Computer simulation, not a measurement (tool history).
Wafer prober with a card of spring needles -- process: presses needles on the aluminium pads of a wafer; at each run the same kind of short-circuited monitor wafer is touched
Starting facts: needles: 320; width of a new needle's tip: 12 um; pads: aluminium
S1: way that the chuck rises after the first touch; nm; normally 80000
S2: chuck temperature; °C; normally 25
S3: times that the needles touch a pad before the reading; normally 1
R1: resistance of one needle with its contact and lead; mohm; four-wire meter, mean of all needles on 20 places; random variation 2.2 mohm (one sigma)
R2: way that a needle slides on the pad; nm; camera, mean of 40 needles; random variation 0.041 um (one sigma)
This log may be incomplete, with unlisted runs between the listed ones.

{"run": 1, "hour": 0.0, "S1": 80000, "S2": 25, "S3": 1, "R1": 248, "R2": 13670}
{"run": 2, "hour": 42.4, "S1": 80000, "S2": 25, "S3": 1, "R1": 248, "R2": 13580}
{"run": 3, "hour": 109.1, "S1": 80000, "S2": 25, "S3": 1, "R1": 245, "R2": 13600}
{"run": 4, "hour": 153.6, "S1": 80000, "S2": 25, "S3": 1, "R1": 246, "R2": 13700}
{"run": 5, "hour": 216.3, "S1": 80000, "S2": 44, "S3": 1, "R1": 257, "R2": 13740}
{"run": 6, "hour": 280.7, "S1": 80000, "S2": 109, "S3": 1, "R1": 275, "R2": 13780}
{"run": 7, "hour": 338.1, "S1": 80000, "S2": 109, "S3": 1, "R1": 273, "R2": 13690}
{"run": 8, "hour": 384.4, "S1": 80000, "S2": 109, "S3": 1, "R1": 273, "R2": 13760}
{"run": 9, "hour": 436.0, "S1": 80000, "S2": 25, "S3": 1, "R1": 248, "R2": 13800}
{"run": 10, "hour": 490.3, "S1": 80000, "S2": 25, "S3": 1, "R1": 249, "R2": 13760}
{"run": 11, "hour": 529.2, "S1": 80000, "S2": 25, "S3": 1, "R1": 249, "R2": 13750}
{"run": 12, "hour": 565.7, "S1": 80000, "S2": 25, "S3": 1, "R1": 246, "R2": 13750}
{"run": 13, "hour": 636.2, "S1": 80000, "S2": 25, "S3": 1, "R1": 244, "R2": 13760}
{"run": 14, "hour": 684.1, "S1": 80000, "S2": 25, "S3": 1, "R1": 247, "R2": 13760}
{"run": 15, "hour": 731.8, "S1": 80000, "S2": 25, "S3": 1, "R1": 247, "R2": 13740}
{"run": 16, "hour": 784.3, "S1": 80000, "S2": 25, "S3": 2, "R1": 253, "R2": 13810}
{"run": 17, "hour": 816.0, "S1": 97000, "S2": 124, "S3": 2, "R1": 275, "R2": 16770}
{"run": 18, "hour": 886.6, "S1": 89000, "S2": 33, "S3": 2, "R1": 251, "R2": 15390}
{"run": 19, "hour": 951.0, "S1": 89000, "S2": 33, "S3": 2, "R1": 252, "R2": 15430}
{"run": 20, "hour": 995.0, "S1": 100000, "S2": 64, "S3": 1, "R1": 255, "R2": 17340}
{"run": 21, "hour": 1026.4, "S1": 82000, "S2": 64, "S3": 2, "R1": 259, "R2": 14220}
{"run": 22, "hour": 1070.6, "S1": 82000, "S2": 64, "S3": 2, "R1": 260, "R2": 14270}
{"run": 23, "hour": 1127.8, "S1": 82000, "S2": 64, "S3": 2, "R1": 255, "R2": 14210}
{"run": 24, "hour": 1177.1, "S1": 97000, "S2": 70, "S3": 2, "R1": 261, "R2": 16790}
{"run": 25, "hour": 1220.8, "S1": 97000, "S2": 70, "S3": 2, "R1": 257, "R2": 16810}
{"run": 26, "hour": 1271.9, "S1": 61000, "S2": 25, "S3": 2, "R1": 253, "R2": 10570}
{"run": 27, "hour": 1338.8, "S1": 70000, "S2": 110, "S3": 1, "R1": 273, "R2": 12220}
{"run": 28, "hour": 1410.4, "S1": 80000, "S2": 25, "S3": 3, "R1": 246, "R2": 13850}
{"run": 29, "hour": 1450.3, "S1": 94000, "S2": 43, "S3": 2, "R1": 251, "R2": 16320}
{"run": 30, "hour": 1517.6, "S1": 80000, "S2": 31, "S3": 1, "R1": 248, "R2": 13960}
{"run": 31, "hour": 1554.0, "S1": 80000, "S2": 25, "S3": 3, "R1": 243, "R2": 14010}

Put back what was entered between runs (39 entries, withheld): which listed runs does each sit between, and how does the hidden state differ from the listed run before to the listed run after?
From run 1 to run 2: tips cleaned on abrasive film (hour 4.5)
  drift of the gauge itself on scrub_um, %: 0 -> 0.07
  measured minus no-state result, R2: -10 -> +0 nm
From run 2 to run 3: tips cleaned on abrasive film (hour 48.9); tips cleaned on abrasive film (hour 89.2)
  debris on the tips, nm: 0.8 -> 0.6; way that the needles fall short of the set height, um: 0.04 -> 0.05; tips' diameter, um: 12.01 -> 12.02; drift of the gauge itself on scrub_um, %: 0.07 -> 0.17
  measured minus no-state result, R2: +0 -> +20 nm
From run 3 to run 4: tips cleaned on abrasive film (hour 132)
  debris on the tips, nm: 0.6 -> 0.7; drift of the gauge itself on scrub_um, %: 0.17 -> 0.24
  measured minus no-state result, R2: +20 -> +30 nm
From run 4 to run 5: tips cleaned on abrasive film (hour 173.1); tips cleaned on abrasive film (hour 216.3)
  debris on the tips, nm: 0.7 -> 0; drift of the gauge itself on scrub_um, %: 0.24 -> 0.34
  measured minus no-state result, R2: +30 -> +30 nm
From run 5 to run 6: tips cleaned on abrasive film (hour 259.3)
  debris on the tips, nm: 0 -> 0.6; drift of the gauge itself on scrub_um, %: 0.34 -> 0.44
  measured minus no-state result, R2: +30 -> +60 nm
From run 6 to run 7: tips cleaned on abrasive film (hour 301.6)
  debris on the tips, nm: 0.6 -> 0.8; way that the needles fall short of the set height, um: 0.05 -> 0.06; drift of the gauge itself on scrub_um, %: 0.44 -> 0.53
  measured minus no-state result, R2: +60 -> +60 nm
From run 7 to run 8: tips cleaned on abrasive film (hour 344.6); height of the first contact set anew (hour 375.5); tips cleaned on abrasive film (hour 383.9)
  debris on the tips, nm: 0.8 -> 0.1; way that the needles fall short of the set height, um: 0.06 -> 0; drift of the gauge itself on scrub_um, %: 0.53 -> 0.61
  measured minus no-state result, R2: +60 -> +80 nm
From run 8 to run 9: tips cleaned on abrasive film (hour 424.7)
  debris on the tips, nm: 0.1 -> 0.4; drift of the gauge itself on scrub_um, %: 0.61 -> 0.69
  measured minus no-state result, R2: +80 -> +100 nm
From run 9 to run 10: tips cleaned on abrasive film (hour 463.4)
  debris on the tips, nm: 0.4 -> 0.7; way that the needles fall short of the set height, um: 0 -> 0.01; drift of the gauge itself on scrub_um, %: 0.69 -> 0.77
  measured minus no-state result, R2: +100 -> +110 nm
From run 10 to run 11: tips cleaned on abrasive film (hour 504.8)
  drift of the gauge itself on scrub_um, %: 0.77 -> 0.84
  measured minus no-state result, R2: +110 -> +110 nm
From run 11 to run 12: tips cleaned on abrasive film (hour 543.5)
  debris on the tips, nm: 0.7 -> 0.6; drift of the gauge itself on scrub_um, %: 0.84 -> 0.89
  measured minus no-state result, R2: +110 -> +120 nm
From run 12 to run 13: tips cleaned on abrasive film (hour 585.4); tips cleaned on abrasive film (hour 628)
  debris on the tips, nm: 0.6 -> 0.3; drift of the gauge itself on scrub_um, %: 0.89 -> 1.01
  measured minus no-state result, R2: +120 -> +130 nm
From run 13 to run 14: tips cleaned on abrasive film (hour 670.1)
  debris on the tips, nm: 0.3 -> 0.5; drift of the gauge itself on scrub_um, %: 1.01 -> 1.08
  measured minus no-state result, R2: +130 -> +140 nm
From run 14 to run 15: tips cleaned on abrasive film (hour 711.7)
  debris on the tips, nm: 0.5 -> 0.6; way that the needles fall short of the set height, um: 0.01 -> 0.02; tips' diameter, um: 12.02 -> 12.03; drift of the gauge itself on scrub_um, %: 1.08 -> 1.16
  measured minus no-state result, R2: +140 -> +150 nm
From run 15 to run 16: tips cleaned on abrasive film (hour 752.5)
  debris on the tips, nm: 0.6 -> 0.8; drift of the gauge itself on scrub_um, %: 1.16 -> 1.24
  measured minus no-state result, R2: +150 -> +170 nm
From run 16 to run 17: tips cleaned on abrasive film (hour 795.6)
  debris on the tips, nm: 0.8 -> 0.6; drift of the gauge itself on scrub_um, %: 1.24 -> 1.29
  measured minus no-state result, R2: +170 -> +210 nm
From run 17 to run 18: tips cleaned on abrasive film (hour 834.5); tips cleaned on abrasive film (hour 873.9)
  debris on the tips, nm: 0.6 -> 0.5; drift of the gauge itself on scrub_um, %: 1.29 -> 1.4
  measured minus no-state result, R2: +210 -> +210 nm
From run 18 to run 19: tips cleaned on abrasive film (hour 914.1)
  debris on the tips, nm: 0.5 -> 0.8; drift of the gauge itself on scrub_um, %: 1.4 -> 1.5
  measured minus no-state result, R2: +210 -> +220 nm
From run 19 to run 20: tips cleaned on abrasive film (hour 957.5)
  way that the needles fall short of the set height, um: 0.02 -> 0.03; drift of the gauge itself on scrub_um, %: 1.5 -> 1.57
  measured minus no-state result, R2: +220 -> +260 nm
From run 20 to run 21: tips cleaned on abrasive film (hour 1000)
  debris on the tips, nm: 0.8 -> 0.7; drift of the gauge itself on scrub_um, %: 1.57 -> 1.62
  measured minus no-state result, R2: +260 -> +230 nm
From run 21 to run 22: tips cleaned on abrasive film (hour 1041.8)
  drift of the gauge itself on scrub_um, %: 1.62 -> 1.69
  measured minus no-state result, R2: +230 -> +230 nm
From run 22 to run 23: tips cleaned on abrasive film (hour 1081.4); tips cleaned on abrasive film (hour 1125.1)
  debris on the tips, nm: 0.7 -> 0.1; drift of the gauge itself on scrub_um, %: 1.69 -> 1.78
  measured minus no-state result, R2: +230 -> +240 nm
From run 23 to run 24: tips cleaned on abrasive film (hour 1166.1)
  debris on the tips, nm: 0.1 -> 0.4; way that the needles fall short of the set height, um: 0.03 -> 0.04; drift of the gauge itself on scrub_um, %: 1.78 -> 1.86
  measured minus no-state result, R2: +240 -> +300 nm
From run 24 to run 25: tips cleaned on abrasive film (hour 1205.1)
  debris on the tips, nm: 0.4 -> 0.5; drift of the gauge itself on scrub_um, %: 1.86 -> 1.93
  measured minus no-state result, R2: +300 -> +310 nm
From run 25 to run 26: tips cleaned on abrasive film (hour 1246.2)
  debris on the tips, nm: 0.5 -> 0.7; drift of the gauge itself on scrub_um, %: 1.93 -> 2.01
  measured minus no-state result, R2: +310 -> +200 nm
From run 26 to run 27: tips cleaned on abrasive film (hour 1290); tips cleaned on abrasive film (hour 1331.9)
  debris on the tips, nm: 0.7 -> 0.3; tips' diameter, um: 12.03 -> 12.04; drift of the gauge itself on scrub_um, %: 2.01 -> 2.12
  measured minus no-state result, R2: +200 -> +250 nm
From run 27 to run 28: tips cleaned on abrasive film (hour 1374)
  debris on the tips, nm: 0.3 -> 0.8; way that the needles fall short of the set height, um: 0.04 -> 0.05; drift of the gauge itself on scrub_um, %: 2.12 -> 2.23
  measured minus no-state result, R2: +250 -> +290 nm
From run 28 to run 29: tips cleaned on abrasive film (hour 1416.7)
  drift of the gauge itself on scrub_um, %: 2.23 -> 2.29
  measured minus no-state result, R2: +290 -> +350 nm
From run 29 to run 30: tips cleaned on abrasive film (hour 1456.3); tips cleaned on abrasive film (hour 1497.2)
  debris on the tips, nm: 0.8 -> 0.6; drift of the gauge itself on scrub_um, %: 2.29 -> 2.4
  measured minus no-state result, R2: +350 -> +320 nm
From run 30 to run 31: tips cleaned on abrasive film (hour 1537.6)
  debris on the tips, nm: 0.6 -> 0.5; drift of the gauge itself on scrub_um, %: 2.4 -> 2.46
  measured minus no-state result, R2: +320 -> +330 nm
